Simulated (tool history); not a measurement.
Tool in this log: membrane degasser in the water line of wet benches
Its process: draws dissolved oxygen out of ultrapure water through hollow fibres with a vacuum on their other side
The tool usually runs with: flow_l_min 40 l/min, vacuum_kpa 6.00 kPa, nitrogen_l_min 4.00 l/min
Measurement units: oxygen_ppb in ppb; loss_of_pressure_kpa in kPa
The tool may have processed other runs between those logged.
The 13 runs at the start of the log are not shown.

run 14 day=39.783 | flow_l_min=33 vacuum_kpa=6.00 nitrogen_l_min=4.00 | oxygen_ppb=195.7 loss_of_pressure_kpa=51.03
run 15 day=43.238 | flow_l_min=33 vacuum_kpa=6.00 nitrogen_l_min=4.00 | oxygen_ppb=200.9 loss_of_pressure_kpa=50.67
run 16 day=46.938 | flow_l_min=33 vacuum_kpa=6.00 nitrogen_l_min=4.00 | oxygen_ppb=200.3 loss_of_pressure_kpa=50.90
run 17 day=49.925 | flow_l_min=33 vacuum_kpa=6.00 nitrogen_l_min=4.00 | oxygen_ppb=198.5 loss_of_pressure_kpa=51.35
run 18 day=51.750 | flow_l_min=27 vacuum_kpa=9.57 nitrogen_l_min=4.00 | oxygen_ppb=189.3 loss_of_pressure_kpa=42.02
run 19 day=53.488 | flow_l_min=38 vacuum_kpa=4.19 nitrogen_l_min=2.66 | oxygen_ppb=230.0 loss_of_pressure_kpa=58.68
run 20 day=57.646 | flow_l_min=38 vacuum_kpa=4.19 nitrogen_l_min=2.66 | oxygen_ppb=229.4 loss_of_pressure_kpa=58.91
run 21 day=59.800 | flow_l_min=41 vacuum_kpa=11.65 nitrogen_l_min=2.86 | oxygen_ppb=483.7 loss_of_pressure_kpa=63.22
run 22 day=62.758 | flow_l_min=41 vacuum_kpa=11.65 nitrogen_l_min=2.86 | oxygen_ppb=490.9 loss_of_pressure_kpa=63.32
run 23 day=64.971 | flow_l_min=49 vacuum_kpa=11.79 nitrogen_l_min=2.86 | oxygen_ppb=640.9 loss_of_pressure_kpa=75.84
run 24 day=68.562 | flow_l_min=49 vacuum_kpa=11.79 nitrogen_l_min=2.86 | oxygen_ppb=631.1 loss_of_pressure_kpa=75.53
run 25 day=71.625 | flow_l_min=40 vacuum_kpa=13.91 nitrogen_l_min=10.28 | oxygen_ppb=326.1 loss_of_pressure_kpa=61.91
run 26 day=74.783 | flow_l_min=40 vacuum_kpa=13.91 nitrogen_l_min=10.28 | oxygen_ppb=320.5 loss_of_pressure_kpa=62.16
run 27 day=77.596 | flow_l_min=40 vacuum_kpa=13.91 nitrogen_l_min=10.28 | oxygen_ppb=318.4 loss_of_pressure_kpa=61.79
run 28 day=79.621 | flow_l_min=31 vacuum_kpa=14.05 nitrogen_l_min=8.61 | oxygen_ppb=214.5 loss_of_pressure_kpa=47.96
run 29 day=82.612 | flow_l_min=37 vacuum_kpa=14.05 nitrogen_l_min=8.61 | oxygen_ppb=296.9 loss_of_pressure_kpa=57.18
run 30 day=84.729 | flow_l_min=33 vacuum_kpa=6.00 nitrogen_l_min=4.00 | oxygen_ppb=197.3 loss_of_pressure_kpa=51.10
run 31 day=88.025 | flow_l_min=27 vacuum_kpa=7.62 nitrogen_l_min=4.00 | oxygen_ppb=156.2 loss_of_pressure_kpa=41.91

5 ways to go on from here, each from the tool as it stands after run 31. What would each give?
run A day=91.750 | flow_l_min=41 vacuum_kpa=4.79 nitrogen_l_min=3.18 | oxygen_ppb=? loss_of_pressure_kpa=?
run B day=91.750 | flow_l_min=28 vacuum_kpa=7.62 nitrogen_l_min=4.00 | oxygen_ppb=? loss_of_pressure_kpa=?
run C day=91.750 | flow_l_min=32 vacuum_kpa=5.83 nitrogen_l_min=2.75 | oxygen_ppb=? loss_of_pressure_kpa=?
run D day=91.750 | flow_l_min=32 vacuum_kpa=14.33 nitrogen_l_min=6.70 | oxygen_ppb=? loss_of_pressure_kpa=?
run E day=91.750 | flow_l_min=29 vacuum_kpa=7.62 nitrogen_l_min=10.21 | oxygen_ppb=? loss_of_pressure_kpa=?

run=A oxygen_ppb=276.2 loss_of_pressure_kpa=63.65
run=B oxygen_ppb=167.9 loss_of_pressure_kpa=43.00
run=C oxygen_ppb=202.0 loss_of_pressure_kpa=49.57
run=D oxygen_ppb=259.6 loss_of_pressure_kpa=49.28
run=E oxygen_ppb=135.5 loss_of_pressure_kpa=44.82
Take away the tool's hidden state, keep each run's random variation, and the runs would have read:
run=A oxygen_ppb=275.7 loss_of_pressure_kpa=63.61
run=B oxygen_ppb=167.7 loss_of_pressure_kpa=42.97
run=C oxygen_ppb=201.7 loss_of_pressure_kpa=49.54
run=D oxygen_ppb=259.3 loss_of_pressure_kpa=49.25
run=E oxygen_ppb=135.3 loss_of_pressure_kpa=44.80

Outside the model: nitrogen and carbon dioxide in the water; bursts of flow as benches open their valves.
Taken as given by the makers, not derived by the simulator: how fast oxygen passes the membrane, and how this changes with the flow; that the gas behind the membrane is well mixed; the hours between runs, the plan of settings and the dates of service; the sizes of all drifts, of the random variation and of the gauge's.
